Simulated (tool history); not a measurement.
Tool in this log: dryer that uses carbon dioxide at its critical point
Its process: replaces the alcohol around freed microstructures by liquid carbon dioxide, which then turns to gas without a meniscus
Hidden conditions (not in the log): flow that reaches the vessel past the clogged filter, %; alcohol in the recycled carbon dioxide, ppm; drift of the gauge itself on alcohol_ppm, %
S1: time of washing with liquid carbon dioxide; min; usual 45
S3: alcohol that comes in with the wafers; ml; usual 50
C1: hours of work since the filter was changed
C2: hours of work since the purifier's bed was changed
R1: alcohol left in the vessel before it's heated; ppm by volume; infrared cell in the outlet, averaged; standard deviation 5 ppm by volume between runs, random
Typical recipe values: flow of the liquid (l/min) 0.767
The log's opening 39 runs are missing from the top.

{"run": 40, "hour": 1264.0, "S1": 46, "flow of the liquid (l/min)": 0.767, "S3": 50, "C1": 198, "C2": 207, "R1": 50}
{"run": 41, "hour": 1293.8, "S1": 46, "flow of the liquid (l/min)": 0.767, "S3": 50, "C1": 220, "C2": 229, "R1": 57}
{"run": 42, "hour": 1326.1, "S1": 46, "flow of the liquid (l/min)": 0.767, "S3": 118, "C1": 243, "C2": 252, "R1": 88}
{"run": 43, "hour": 1370.2, "S1": 49, "flow of the liquid (l/min)": 1.16, "S3": 80, "C1": 275, "C2": 284, "R1": 66}
{"run": 44, "hour": 1416.6, "S1": 51, "flow of the liquid (l/min)": 0.802, "S3": 49, "C1": 308, "C2": 317, "R1": 70}
{"run": 45, "hour": 1442.4, "S1": 54, "flow of the liquid (l/min)": 0.911, "S3": 46, "C1": 327, "C2": 336, "R1": 75}
{"run": 46, "hour": 1470.8, "S1": 45, "flow of the liquid (l/min)": 0.551, "S3": 50, "C1": 347, "C2": 356, "R1": 194}
{"run": 47, "hour": 1492.2, "S1": 58, "flow of the liquid (l/min)": 0.551, "S3": 79, "C1": 363, "C2": 372, "R1": 128}
{"run": 48, "hour": 1517.3, "S1": 58, "flow of the liquid (l/min)": 0.551, "S3": 79, "C1": 381, "C2": 390, "R1": 136}

Below are 3 alternative next runs, each starting from the tool's condition after run 48. Predict each:
{"run": "A", "hour": 1560.6, "S1": 45, "flow of the liquid (l/min)": 0.979, "S3": 36, "C1": 412, "C2": 421, "R1": "?"}
{"run": "B", "hour": 1560.6, "S1": 71, "flow of the liquid (l/min)": 0.725, "S3": 54, "C1": 412, "C2": 421, "R1": "?"}
{"run": "C", "hour": 1560.6, "S1": 58, "flow of the liquid (l/min)": 0.624, "S3": 88, "C1": 412, "C2": 421, "R1": "?"}

run=A R1=84
run=B R1=86
run=C R1=116
Without the tool's unlogged condition, the same runs would have read:
run=A R1=0
run=B R1=3
run=C R1=19
